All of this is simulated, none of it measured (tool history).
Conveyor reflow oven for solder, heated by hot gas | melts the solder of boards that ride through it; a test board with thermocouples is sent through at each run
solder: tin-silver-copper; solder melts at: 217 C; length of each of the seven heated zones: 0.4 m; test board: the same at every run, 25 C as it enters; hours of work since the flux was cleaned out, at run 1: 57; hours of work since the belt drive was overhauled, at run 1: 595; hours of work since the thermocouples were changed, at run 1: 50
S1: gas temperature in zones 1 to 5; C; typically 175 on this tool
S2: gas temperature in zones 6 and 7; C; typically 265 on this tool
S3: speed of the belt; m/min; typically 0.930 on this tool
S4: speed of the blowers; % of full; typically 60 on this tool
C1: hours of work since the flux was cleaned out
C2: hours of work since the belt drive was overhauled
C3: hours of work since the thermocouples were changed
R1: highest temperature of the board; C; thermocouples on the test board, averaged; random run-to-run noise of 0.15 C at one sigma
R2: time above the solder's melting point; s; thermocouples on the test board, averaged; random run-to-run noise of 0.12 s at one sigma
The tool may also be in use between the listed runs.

run,day,S1,S2,S3,S4,C1,C2,C3,R1,R2
1,0.000,175,265,0.930,60,57,595,50,243.7,33.4
2,0.292,175,265,0.930,60,60,598,54,244.0,33.3
3,0.654,175,263,0.930,60,65,603,58,241.9,32.2
4,0.875,175,263,0.930,60,68,606,61,242.5,31.7
5,1.108,175,265,0.879,60,71,609,64,245.8,36.8
6,1.325,175,265,0.879,60,74,612,67,245.4,37.2
7,1.583,175,265,0.879,60,77,615,70,246.0,37.1
8,1.742,175,265,0.879,60,79,617,73,245.6,36.8
9,2.062,175,265,1.006,60,83,621,77,241.0,28.3
10,2.338,178,275,0.930,60,87,625,80,252.7,39.0
11,2.542,178,275,0.930,60,90,628,83,252.5,39.0
12,2.754,178,263,0.818,60,92,630,86,247.0,42.1
13,3.071,175,267,1.030,52,96,634,90,238.6,25.2
14,3.412,175,267,1.030,52,101,639,94,238.5,25.3
15,3.658,175,267,1.030,52,104,642,97,238.6,25.2

5 options for the next run, each taken on its own from the tool as it stands now. Forecast them:
A,3.862,181,265,0.930,71,107,645,100,?,?
B,3.862,175,266,0.930,60,107,645,100,?,?
C,3.862,189,267,1.030,77,107,645,100,?,?
D,3.862,188,265,0.931,60,107,645,100,?,?
E,3.862,188,266,0.744,52,107,645,100,?,?

run,R1,R2
A,247.5,37.7
B,244.4,33.7
C,248.4,36.7
D,246.6,38.6
E,252.0,53.7
Stripped of hidden state, with their random variation kept, the same runs would have yielded:
run,R1,R2
A,247.8,37.5
B,244.6,33.5
C,248.7,36.4
D,246.8,38.3
E,252.1,53.1

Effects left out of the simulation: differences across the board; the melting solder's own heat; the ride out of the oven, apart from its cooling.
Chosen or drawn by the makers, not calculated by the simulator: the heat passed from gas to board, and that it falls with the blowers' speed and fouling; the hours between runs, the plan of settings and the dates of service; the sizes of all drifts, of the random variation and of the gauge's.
